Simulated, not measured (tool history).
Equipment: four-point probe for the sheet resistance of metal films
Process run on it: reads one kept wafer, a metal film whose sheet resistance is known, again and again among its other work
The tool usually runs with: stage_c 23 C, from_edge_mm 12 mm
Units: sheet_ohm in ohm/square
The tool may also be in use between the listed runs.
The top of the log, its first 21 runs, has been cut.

run    hour  stage_c  from_edge_mm  touches since the probe head was changed  hours of work since the stage's thermometer was calibrated  sheet_ohm
 22   529.6       23            22                                     22612                                                        1369   0.060958
 23   562.1       23            22                                     23068                                                        1384   0.060939
 24   588.9       23            62                                     23443                                                        1397   0.060911
 25   615.9       22            12                                     23822                                                        1409   0.061192
 26   642.7       18            41                                     24197                                                        1422   0.061198
 27   673.9       18            41                                     24634                                                        1436   0.061193
 28   710.1       32            10                                     25141                                                        1453    0.06072
 29   739.9       19            23                                     25558                                                        1467   0.061182
 30   765.4       19            23                                     25915                                                        1479   0.061195
 31   795.3       34            57                                     26335                                                        1493   0.060296
 32   810.3       21             7                                     26545                                                        1500   0.061665
 33   833.8       21             7                                     26874                                                        1511   0.061687
 34   860.3       28             7                                     27245                                                        1524   0.061266
 35     895       28            14                                     27732                                                        1540   0.060776
 36   921.7       28            14                                     28106                                                        1553    0.06079
 37   955.7       28            14                                     28582                                                        1569   0.060775
 38   979.6       23             5                                     28917                                                        1580   0.062173
 39  1015.4       26             8                                     29418                                                        1596   0.061228

What will run 40 give?
 40  1043.6       19            36                                     29812                                                        1610          ?

sheet_ohm: 0.061176 ohm/square
Had the tool carried no hidden state, the very same run would have given sheet_ohm 0.060968 ohm/square.
